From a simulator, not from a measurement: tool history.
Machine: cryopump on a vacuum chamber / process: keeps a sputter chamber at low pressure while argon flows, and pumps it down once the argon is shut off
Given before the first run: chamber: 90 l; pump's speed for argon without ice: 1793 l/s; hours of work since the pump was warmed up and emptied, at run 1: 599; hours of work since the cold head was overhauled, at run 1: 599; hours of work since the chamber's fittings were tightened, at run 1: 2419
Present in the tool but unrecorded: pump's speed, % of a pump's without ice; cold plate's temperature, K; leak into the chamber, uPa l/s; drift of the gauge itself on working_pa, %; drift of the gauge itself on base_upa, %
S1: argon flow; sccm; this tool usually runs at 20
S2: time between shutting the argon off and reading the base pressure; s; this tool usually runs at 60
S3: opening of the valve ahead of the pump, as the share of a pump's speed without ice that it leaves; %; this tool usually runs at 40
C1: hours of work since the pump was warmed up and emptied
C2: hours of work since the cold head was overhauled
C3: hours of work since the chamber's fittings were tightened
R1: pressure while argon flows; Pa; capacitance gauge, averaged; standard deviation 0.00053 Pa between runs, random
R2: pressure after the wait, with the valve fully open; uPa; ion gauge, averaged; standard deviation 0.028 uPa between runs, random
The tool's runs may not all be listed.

{"run": 1, "hour": 0.0, "S1": 20, "S2": 60, "S3": 40, "C1": 599, "C2": 599, "C3": 2419, "R1": 0.0536, "R2": 3.77}
{"run": 2, "hour": 20.8, "S1": 20, "S2": 60, "S3": 15, "C1": 612, "C2": 612, "C3": 2432, "R1": 0.1299, "R2": 3.8}
{"run": 3, "hour": 42.0, "S1": 20, "S2": 60, "S3": 15, "C1": 625, "C2": 625, "C3": 2445, "R1": 0.1327, "R2": 3.82}
{"run": 4, "hour": 83.3, "S1": 20, "S2": 60, "S3": 42, "C1": 651, "C2": 651, "C3": 2471, "R1": 0.0513, "R2": 3.88}
{"run": 5, "hour": 107.6, "S1": 20, "S2": 60, "S3": 51, "C1": 667, "C2": 667, "C3": 2487, "R1": 0.0442, "R2": 3.85}
{"run": 6, "hour": 148.9, "S1": 20, "S2": 60, "S3": 51, "C1": 693, "C2": 693, "C3": 2513, "R1": 0.0453, "R2": 4.04}
{"run": 7, "hour": 188.3, "S1": 20, "S2": 60, "S3": 51, "C1": 718, "C2": 718, "C3": 2538, "R1": 0.0449, "R2": 3.95}
{"run": 8, "hour": 226.8, "S1": 18, "S2": 60, "S3": 40, "C1": 742, "C2": 742, "C3": 2562, "R1": 0.05, "R2": 4.06}
{"run": 9, "hour": 248.7, "S1": 20, "S2": 60, "S3": 40, "C1": 756, "C2": 756, "C3": 2576, "R1": 0.0558, "R2": 4.14}
{"run": 10, "hour": 274.1, "S1": 20, "S2": 60, "S3": 40, "C1": 772, "C2": 772, "C3": 2592, "R1": 0.0557, "R2": 4.12}
{"run": 11, "hour": 309.5, "S1": 20, "S2": 60, "S3": 40, "C1": 794, "C2": 794, "C3": 2615, "R1": 0.0556, "R2": 4.24}
{"run": 12, "hour": 344.1, "S1": 20, "S2": 115, "S3": 40, "C1": 816, "C2": 816, "C3": 2636, "R1": 0.0556, "R2": 3.74}
{"run": 13, "hour": 363.3, "S1": 20, "S2": 21, "S3": 40, "C1": 828, "C2": 828, "C3": 2649, "R1": 0.0564, "R2": 6.41}
{"run": 14, "hour": 389.4, "S1": 20, "S2": 21, "S3": 40, "C1": 845, "C2": 845, "C3": 2665, "R1": 0.0568, "R2": 6.48}
{"run": 15, "hour": 410.0, "S1": 20, "S2": 60, "S3": 39, "C1": 858, "C2": 858, "C3": 2678, "R1": 0.0586, "R2": 4.5}
{"run": 16, "hour": 447.1, "S1": 20, "S2": 60, "S3": 39, "C1": 881, "C2": 881, "C3": 2702, "R1": 0.0584, "R2": 4.43}
{"run": 17, "hour": 467.1, "S1": 20, "S2": 60, "S3": 39, "C1": 894, "C2": 894, "C3": 2714, "R1": 0.0584, "R2": 4.45}
{"run": 18, "hour": 488.0, "S1": 32, "S2": 39, "S3": 26, "C1": 907, "C2": 907, "C3": 2727, "R1": 0.1338, "R2": 5.09}
{"hour": 530.1, "done": "pump warmed up, emptied and cooled again"}
{"run": 19, "hour": 534.4, "S1": 32, "S2": 39, "S3": 26, "C1": 3, "C2": 933, "C3": 2754, "R1": 0.1172, "R2": 3.98}
{"run": 20, "hour": 555.1, "S1": 32, "S2": 39, "S3": 26, "C1": 16, "C2": 947, "C3": 2767, "R1": 0.1168, "R2": 4.03}
{"run": 21, "hour": 595.2, "S1": 17, "S2": 76, "S3": 29, "C1": 41, "C2": 972, "C3": 2792, "R1": 0.0556, "R2": 3.21}
{"run": 22, "hour": 617.3, "S1": 17, "S2": 76, "S3": 29, "C1": 55, "C2": 986, "C3": 2806, "R1": 0.0562, "R2": 3.33}
{"run": 23, "hour": 638.7, "S1": 26, "S2": 179, "S3": 48, "C1": 69, "C2": 999, "C3": 2820, "R1": 0.0528, "R2": 2.68}
{"run": 24, "hour": 680.0, "S1": 26, "S2": 179, "S3": 60, "C1": 95, "C2": 1026, "C3": 2846, "R1": 0.0423, "R2": 2.7}
{"run": 25, "hour": 699.3, "S1": 20, "S2": 44, "S3": 40, "C1": 107, "C2": 1038, "C3": 2858, "R1": 0.0484, "R2": 4.13}
{"run": 26, "hour": 734.6, "S1": 17, "S2": 32, "S3": 40, "C1": 129, "C2": 1060, "C3": 2880, "R1": 0.0409, "R2": 4.69}
{"run": 27, "hour": 759.9, "S1": 20, "S2": 60, "S3": 37, "C1": 145, "C2": 1076, "C3": 2896, "R1": 0.0519, "R2": 3.69}
{"run": 28, "hour": 793.7, "S1": 22, "S2": 153, "S3": 29, "C1": 167, "C2": 1097, "C3": 2918, "R1": 0.0734, "R2": 2.99}
{"run": 29, "hour": 822.8, "S1": 22, "S2": 60, "S3": 40, "C1": 185, "C2": 1116, "C3": 2936, "R1": 0.0525, "R2": 3.73}
{"hour": 827.7, "done": "leaking fittings of the chamber tightened, without venting"}
{"run": 30, "hour": 855.8, "S1": 22, "S2": 60, "S3": 40, "C1": 205, "C2": 1135, "C3": 18, "R1": 0.053, "R2": 1.39}
{"run": 31, "hour": 894.3, "S1": 22, "S2": 60, "S3": 40, "C1": 229, "C2": 1160, "C3": 42, "R1": 0.0551, "R2": 1.42}
{"run": 32, "hour": 923.2, "S1": 14, "S2": 125, "S3": 23, "C1": 247, "C2": 1178, "C3": 60, "R1": 0.0582, "R2": 0.79}
{"run": 33, "hour": 962.0, "S1": 16, "S2": 86, "S3": 23, "C1": 272, "C2": 1203, "C3": 85, "R1": 0.0674, "R2": 1.1}
{"run": 34, "hour": 1007.1, "S1": 16, "S2": 86, "S3": 23, "C1": 300, "C2": 1231, "C3": 114, "R1": 0.0686, "R2": 1.06}

Alternative continuations, all from the tool just after run 34; predict every row:
{"run": "A", "hour": 1050.1, "S1": 25, "S2": 240, "S3": 36, "C1": 328, "C2": 1258, "C3": 141, "R1": "?", "R2": "?"}
{"run": "B", "hour": 1050.1, "S1": 24, "S2": 118, "S3": 40, "C1": 328, "C2": 1258, "C3": 141, "R1": "?", "R2": "?"}
{"run": "C", "hour": 1050.1, "S1": 20, "S2": 60, "S3": 19, "C1": 328, "C2": 1258, "C3": 141, "R1": "?", "R2": "?"}

run=A R1=0.0692 R2=0.61
run=B R1=0.0597 R2=0.89
run=C R1=0.1025 R2=1.46
Had the tool no hidden state, the same runs would have come out as:
run=A R1=0.0655 R2=0.46
run=B R1=0.0561 R2=0.75
run=C R1=0.0995 R2=1.32

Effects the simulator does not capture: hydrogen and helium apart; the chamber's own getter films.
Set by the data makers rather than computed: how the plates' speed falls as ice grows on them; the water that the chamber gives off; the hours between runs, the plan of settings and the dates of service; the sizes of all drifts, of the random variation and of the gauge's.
